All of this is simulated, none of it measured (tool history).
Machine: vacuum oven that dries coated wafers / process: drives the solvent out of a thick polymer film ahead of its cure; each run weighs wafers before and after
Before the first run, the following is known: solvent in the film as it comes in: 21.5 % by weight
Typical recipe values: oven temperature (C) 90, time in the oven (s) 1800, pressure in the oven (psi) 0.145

{"run": 1, "hour": 0.0, "oven temperature (C)": 90, "time in the oven (s)": 1800, "pressure in the oven (psi)": 0.145, "solvent left in the film (%)": 3.53}
{"run": 2, "hour": 46.6, "oven temperature (C)": 90, "time in the oven (s)": 1800, "pressure in the oven (psi)": 0.145, "solvent left in the film (%)": 3.52}
{"run": 3, "hour": 86.0, "oven temperature (C)": 90, "time in the oven (s)": 1800, "pressure in the oven (psi)": 0.145, "solvent left in the film (%)": 3.52}
{"run": 4, "hour": 125.3, "oven temperature (C)": 90, "time in the oven (s)": 1740, "pressure in the oven (psi)": 0.145, "solvent left in the film (%)": 3.63}
{"run": 5, "hour": 175.9, "oven temperature (C)": 90, "time in the oven (s)": 1740, "pressure in the oven (psi)": 0.145, "solvent left in the film (%)": 3.65}
{"run": 6, "hour": 235.5, "oven temperature (C)": 90, "time in the oven (s)": 1740, "pressure in the oven (psi)": 0.145, "solvent left in the film (%)": 3.66}
{"run": 7, "hour": 272.5, "oven temperature (C)": 90, "time in the oven (s)": 1740, "pressure in the oven (psi)": 0.145, "solvent left in the film (%)": 3.65}
{"run": 8, "hour": 326.4, "oven temperature (C)": 90, "time in the oven (s)": 1740, "pressure in the oven (psi)": 0.145, "solvent left in the film (%)": 3.68}
{"run": 9, "hour": 369.3, "oven temperature (C)": 90, "time in the oven (s)": 1740, "pressure in the oven (psi)": 0.145, "solvent left in the film (%)": 3.64}
{"run": 10, "hour": 401.9, "oven temperature (C)": 90, "time in the oven (s)": 1740, "pressure in the oven (psi)": 0.145, "solvent left in the film (%)": 3.65}
{"run": 11, "hour": 453.8, "oven temperature (C)": 90, "time in the oven (s)": 1740, "pressure in the oven (psi)": 0.145, "solvent left in the film (%)": 3.67}
{"hour": 476.8, "done": "oven's thermocouples calibrated"}
{"run": 12, "hour": 511.2, "oven temperature (C)": 90, "time in the oven (s)": 1740, "pressure in the oven (psi)": 0.145, "solvent left in the film (%)": 3.68}
{"run": 13, "hour": 547.4, "oven temperature (C)": 90, "time in the oven (s)": 1740, "pressure in the oven (psi)": 0.145, "solvent left in the film (%)": 3.67}
{"run": 14, "hour": 600.0, "oven temperature (C)": 90, "time in the oven (s)": 1740, "pressure in the oven (psi)": 0.145, "solvent left in the film (%)": 3.69}
{"run": 15, "hour": 638.5, "oven temperature (C)": 90, "time in the oven (s)": 1800, "pressure in the oven (psi)": 0.132, "solvent left in the film (%)": 3.42}
{"run": 16, "hour": 678.9, "oven temperature (C)": 90, "time in the oven (s)": 1980, "pressure in the oven (psi)": 0.145, "solvent left in the film (%)": 3.18}
{"run": 17, "hour": 729.5, "oven temperature (C)": 90, "time in the oven (s)": 1980, "pressure in the oven (psi)": 0.145, "solvent left in the film (%)": 3.17}
{"run": 18, "hour": 786.9, "oven temperature (C)": 90, "time in the oven (s)": 1800, "pressure in the oven (psi)": 0.09, "solvent left in the film (%)": 2.95}
{"run": 19, "hour": 818.0, "oven temperature (C)": 90, "time in the oven (s)": 900, "pressure in the oven (psi)": 0.145, "solvent left in the film (%)": 7.14}
{"run": 20, "hour": 844.9, "oven temperature (C)": 90, "time in the oven (s)": 900, "pressure in the oven (psi)": 0.145, "solvent left in the film (%)": 7.17}
{"run": 21, "hour": 886.3, "oven temperature (C)": 90, "time in the oven (s)": 900, "pressure in the oven (psi)": 0.274, "solvent left in the film (%)": 8.17}
{"run": 22, "hour": 921.0, "oven temperature (C)": 90, "time in the oven (s)": 1800, "pressure in the oven (psi)": 0.145, "solvent left in the film (%)": 3.55}
{"run": 23, "hour": 980.3, "oven temperature (C)": 90, "time in the oven (s)": 1800, "pressure in the oven (psi)": 0.145, "solvent left in the film (%)": 3.55}
{"run": 24, "hour": 1014.3, "oven temperature (C)": 90, "time in the oven (s)": 1800, "pressure in the oven (psi)": 0.145, "solvent left in the film (%)": 3.53}
{"run": 25, "hour": 1069.3, "oven temperature (C)": 79, "time in the oven (s)": 2520, "pressure in the oven (psi)": 0.119, "solvent left in the film (%)": 5.92}
{"run": 26, "hour": 1111.5, "oven temperature (C)": 95, "time in the oven (s)": 1800, "pressure in the oven (psi)": 0.558, "solvent left in the film (%)": 6.03}
{"run": 27, "hour": 1141.1, "oven temperature (C)": 95, "time in the oven (s)": 1800, "pressure in the oven (psi)": 0.558, "solvent left in the film (%)": 6.02}
{"run": 28, "hour": 1181.4, "oven temperature (C)": 90, "time in the oven (s)": 1320, "pressure in the oven (psi)": 0.439, "solvent left in the film (%)": 7.86}
{"run": 29, "hour": 1211.3, "oven temperature (C)": 84, "time in the oven (s)": 2340, "pressure in the oven (psi)": 0.144, "solvent left in the film (%)": 4.53}
{"run": 30, "hour": 1240.7, "oven temperature (C)": 96, "time in the oven (s)": 2760, "pressure in the oven (psi)": 0.142, "solvent left in the film (%)": 1.43}
{"run": 31, "hour": 1284.9, "oven temperature (C)": 103, "time in the oven (s)": 1140, "pressure in the oven (psi)": 0.109, "solvent left in the film (%)": 1.53}
{"run": 32, "hour": 1345.5, "oven temperature (C)": 103, "time in the oven (s)": 1140, "pressure in the oven (psi)": 0.109, "solvent left in the film (%)": 1.52}
{"run": 33, "hour": 1382.0, "oven temperature (C)": 105, "time in the oven (s)": 2820, "pressure in the oven (psi)": 0.162, "solvent left in the film (%)": 1.07}
{"run": 34, "hour": 1438.4, "oven temperature (C)": 88, "time in the oven (s)": 1680, "pressure in the oven (psi)": 0.313, "solvent left in the film (%)": 6.31}
{"run": 35, "hour": 1493.7, "oven temperature (C)": 88, "time in the oven (s)": 1680, "pressure in the oven (psi)": 0.313, "solvent left in the film (%)": 6.34}
{"run": 36, "hour": 1548.0, "oven temperature (C)": 89, "time in the oven (s)": 1680, "pressure in the oven (psi)": 0.26, "solvent left in the film (%)": 5.42}
{"run": 37, "hour": 1592.3, "oven temperature (C)": 89, "time in the oven (s)": 1680, "pressure in the oven (psi)": 0.26, "solvent left in the film (%)": 5.4}
{"run": 38, "hour": 1635.4, "oven temperature (C)": 76, "time in the oven (s)": 1020, "pressure in the oven (psi)": 0.516, "solvent left in the film (%)": 16.1}
{"run": 39, "hour": 1671.6, "oven temperature (C)": 88, "time in the oven (s)": 1980, "pressure in the oven (psi)": 0.184, "solvent left in the film (%)": 4.24}
{"run": 40, "hour": 1706.6, "oven temperature (C)": 90, "time in the oven (s)": 1980, "pressure in the oven (psi)": 0.145, "solvent left in the film (%)": 3.18}
{"run": 41, "hour": 1766.0, "oven temperature (C)": 103, "time in the oven (s)": 1560, "pressure in the oven (psi)": 0.145, "solvent left in the film (%)": 1.28}
{"run": 42, "hour": 1808.9, "oven temperature (C)": 101, "time in the oven (s)": 1680, "pressure in the oven (psi)": 0.145, "solvent left in the film (%)": 1.44}
{"run": 43, "hour": 1858.6, "oven temperature (C)": 96, "time in the oven (s)": 2520, "pressure in the oven (psi)": 0.441, "solvent left in the film (%)": 4.27}
{"run": 44, "hour": 1892.7, "oven temperature (C)": 104, "time in the oven (s)": 2400, "pressure in the oven (psi)": 0.091, "solvent left in the film (%)": 0.65}
{"run": 45, "hour": 1923.3, "oven temperature (C)": 104, "time in the oven (s)": 2400, "pressure in the oven (psi)": 0.091, "solvent left in the film (%)": 0.69}
{"run": 46, "hour": 1978.1, "oven temperature (C)": 104, "time in the oven (s)": 2400, "pressure in the oven (psi)": 0.091, "solvent left in the film (%)": 0.66}
{"run": 47, "hour": 2025.2, "oven temperature (C)": 87, "time in the oven (s)": 1440, "pressure in the oven (psi)": 0.077, "solvent left in the film (%)": 5.06}

3 options for the next run, each taken on its own from the tool as it stands now. Forecast them:
{"run": "A", "hour": 2070.8, "oven temperature (C)": 90, "time in the oven (s)": 1800, "pressure in the oven (psi)": 0.511, "solvent left in the film (%)": "?"}
{"run": "B", "hour": 2070.8, "oven temperature (C)": 86, "time in the oven (s)": 1140, "pressure in the oven (psi)": 0.145, "solvent left in the film (%)": "?"}
{"run": "C", "hour": 2070.8, "oven temperature (C)": 81, "time in the oven (s)": 1440, "pressure in the oven (psi)": 0.077, "solvent left in the film (%)": "?"}

run=A solvent_left_in_the_film_(%)=7.39
run=B solvent_left_in_the_film_(%)=7.56
run=C solvent_left_in_the_film_(%)=7.68
The same runs, with their run-to-run variation unchanged, on a tool lacking any hidden condition would have given:
run=A solvent_left_in_the_film_(%)=7.38
run=B solvent_left_in_the_film_(%)=7.56
run=C solvent_left_in_the_film_(%)=7.68
